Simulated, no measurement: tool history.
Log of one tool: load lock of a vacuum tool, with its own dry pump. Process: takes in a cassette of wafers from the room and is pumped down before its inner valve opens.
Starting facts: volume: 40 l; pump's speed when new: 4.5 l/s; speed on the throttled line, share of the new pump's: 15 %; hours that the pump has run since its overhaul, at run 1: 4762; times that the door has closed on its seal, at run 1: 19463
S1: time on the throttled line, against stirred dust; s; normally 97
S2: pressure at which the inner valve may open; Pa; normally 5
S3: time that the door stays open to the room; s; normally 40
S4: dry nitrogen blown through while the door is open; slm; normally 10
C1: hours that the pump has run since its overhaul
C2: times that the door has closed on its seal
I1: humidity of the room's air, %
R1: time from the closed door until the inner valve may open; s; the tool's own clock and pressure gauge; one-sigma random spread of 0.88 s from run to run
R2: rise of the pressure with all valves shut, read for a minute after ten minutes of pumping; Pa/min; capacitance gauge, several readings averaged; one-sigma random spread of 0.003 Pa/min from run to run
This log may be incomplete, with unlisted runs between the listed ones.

run 1 hour=0 | S1=97 S2=5 S3=40 S4=10 | C1=4762 C2=19463 | I1=44.1 | R1=176 R2=0.283
run 2 hour=122.4 | S1=97 S2=5 S3=40 S4=10 | C1=4884 C2=20009 | I1=45.3 | R1=176.8 R2=0.291
run 3 hour=197.5 | S1=97 S2=5 S3=40 S4=10 | C1=4959 C2=20345 | I1=44.7 | R1=175.1 R2=0.297
run 4 hour=308.1 | S1=97 S2=5 S3=40 S4=10 | C1=5070 C2=20839 | I1=43.6 | R1=175.8 R2=0.311
run 5 hour=406.5 | S1=97 S2=5 S3=40 S4=10 | C1=5168 C2=21279 | I1=46.1 | R1=174.9 R2=0.32
run 6 hour=456.8 | S1=97 S2=5 S3=40 S4=10 | C1=5219 C2=21504 | I1=45.9 | R1=174.9 R2=0.329
run 7 hour=522 | S1=97 S2=5 S3=40 S4=10 | C1=5284 C2=21795 | I1=44.1 | R1=175.1 R2=0.321
run 8 hour=632.4 | S1=97 S2=5 S3=40 S4=10 | C1=5394 C2=22288 | I1=44.7 | R1=176.2 R2=0.334
run 9 hour=702.1 | S1=97 S2=5 S3=32 S4=10 | C1=5464 C2=22600 | I1=45.2 | R1=175.1 R2=0.334
run 10 hour=789.5 | S1=97 S2=5 S3=32 S4=10 | C1=5551 C2=22990 | I1=46.3 | R1=177.5 R2=0.353
run 11 hour=858.2 | S1=97 S2=5 S3=40 S4=10 | C1=5620 C2=23297 | I1=46 | R1=177.7 R2=0.369
run 12 hour=951.1 | S1=52 S2=5 S3=40 S4=10 | C1=5713 C2=23713 | I1=41.9 | R1=136.7 R2=0.361
run 13 hour=1017.4 | S1=52 S2=5 S3=40 S4=10 | C1=5779 C2=24008 | I1=45.7 | R1=137.8 R2=0.372
run 14 hour=1076.6 | S1=52 S2=5 S3=40 S4=10 | C1=5838 C2=24273 | I1=46.3 | R1=138.3 R2=0.38
-- hour=1187.1 door's seal changed, seat wiped
run 15 hour=1196.7 | S1=97 S2=5 S3=40 S4=10 | C1=5957 C2=43 | I1=42.5 | R1=176.9 R2=0.048
run 16 hour=1270.1 | S1=97 S2=5 S3=40 S4=10 | C1=6030 C2=371 | I1=45.6 | R1=177 R2=0.05
run 17 hour=1365.1 | S1=162 S2=5 S3=40 S4=10 | C1=6125 C2=796 | I1=46 | R1=230.9 R2=0.052
run 18 hour=1455.4 | S1=97 S2=6 S3=40 S4=10 | C1=6216 C2=1199 | I1=45 | R1=174.6 R2=0.061
run 19 hour=1528.5 | S1=93 S2=5 S3=40 S4=10 | C1=6289 C2=1525 | I1=48 | R1=172.2 R2=0.063
run 20 hour=1625.9 | S1=97 S2=5 S3=40 S4=24 | C1=6386 C2=1961 | I1=47.2 | R1=175.7 R2=0.054
run 21 hour=1727.4 | S1=99 S2=5 S3=40 S4=5 | C1=6488 C2=2415 | I1=42.5 | R1=177.3 R2=0.062
run 22 hour=1838.7 | S1=62 S2=5 S3=107 S4=10 | C1=6599 C2=2912 | I1=41.9 | R1=148.3 R2=0.091
run 23 hour=1937.5 | S1=62 S2=6 S3=224 S4=4 | C1=6698 C2=3353 | I1=42.8 | R1=146.4 R2=0.152
run 24 hour=2018.9 | S1=51 S2=5 S3=40 S4=5 | C1=6779 C2=3717 | I1=42.4 | R1=137.1 R2=0.071
run 25 hour=2126.3 | S1=84 S2=5 S3=40 S4=5 | C1=6886 C2=4197 | I1=42.1 | R1=166.1 R2=0.078
run 26 hour=2199.7 | S1=84 S2=5 S3=40 S4=5 | C1=6960 C2=4525 | I1=47.7 | R1=165.5 R2=0.082
run 27 hour=2279.2 | S1=51 S2=5 S3=40 S4=30 | C1=7039 C2=4880 | I1=45.7 | R1=138.6 R2=0.064
run 28 hour=2330.9 | S1=51 S2=5 S3=40 S4=30 | C1=7091 C2=5111 | I1=42.5 | R1=137.9 R2=0.06
run 29 hour=2382 | S1=175 S2=5 S3=40 S4=14 | C1=7142 C2=5339 | I1=44.5 | R1=242 R2=0.081
run 30 hour=2447.9 | S1=175 S2=5 S3=40 S4=14 | C1=7208 C2=5634 | I1=42.5 | R1=239.5 R2=0.079
run 31 hour=2542.5 | S1=97 S2=7 S3=40 S4=17 | C1=7303 C2=6056 | I1=49.4 | R1=173 R2=0.084
run 32 hour=2607.1 | S1=97 S2=7 S3=40 S4=23 | C1=7367 C2=6345 | I1=45.8 | R1=172.8 R2=0.078
run 33 hour=2701.1 | S1=97 S2=7 S3=40 S4=10 | C1=7461 C2=6765 | I1=45.8 | R1=173.6 R2=0.083
run 34 hour=2824 | S1=66 S2=7 S3=40 S4=9 | C1=7584 C2=7314 | I1=48.2 | R1=147.1 R2=0.102
run 35 hour=2905.8 | S1=188 S2=4 S3=33 S4=31 | C1=7666 C2=7680 | I1=46.9 | R1=256 R2=0.084
run 36 hour=3001.5 | S1=188 S2=4 S3=33 S4=31 | C1=7762 C2=8107 | I1=43.2 | R1=257.4 R2=0.083
run 37 hour=3068 | S1=188 S2=4 S3=33 S4=31 | C1=7828 C2=8405 | I1=45.4 | R1=257.7 R2=0.092

Forecast each of these 4 alternatives for the next run:
run A hour=3155.6 | S1=80 S2=5 S3=188 S4=10 | C1=7916 C2=8796 | I1=41.3 | R1=? R2=?
run B hour=3155.6 | S1=95 S2=5 S3=33 S4=13 | C1=7916 C2=8796 | I1=47.1 | R1=? R2=?
run C hour=3155.6 | S1=188 S2=4 S3=41 S4=31 | C1=7916 C2=8796 | I1=44.1 | R1=? R2=?
run D hour=3155.6 | S1=131 S2=10 S3=216 S4=10 | C1=7916 C2=8796 | I1=43.8 | R1=? R2=?

run=A R1=163.9 R2=0.168
run=B R1=175.6 R2=0.112
run=C R1=255.7 R2=0.099
run=D R1=198.1 R2=0.176
Take away the tool's hidden state, keep each run's random variation, and the runs would have read:
run=A R1=157.8 R2=0.107
run=B R1=169.9 R2=0.051
run=C R1=250.7 R2=0.038
run=D R1=193.3 R2=0.115

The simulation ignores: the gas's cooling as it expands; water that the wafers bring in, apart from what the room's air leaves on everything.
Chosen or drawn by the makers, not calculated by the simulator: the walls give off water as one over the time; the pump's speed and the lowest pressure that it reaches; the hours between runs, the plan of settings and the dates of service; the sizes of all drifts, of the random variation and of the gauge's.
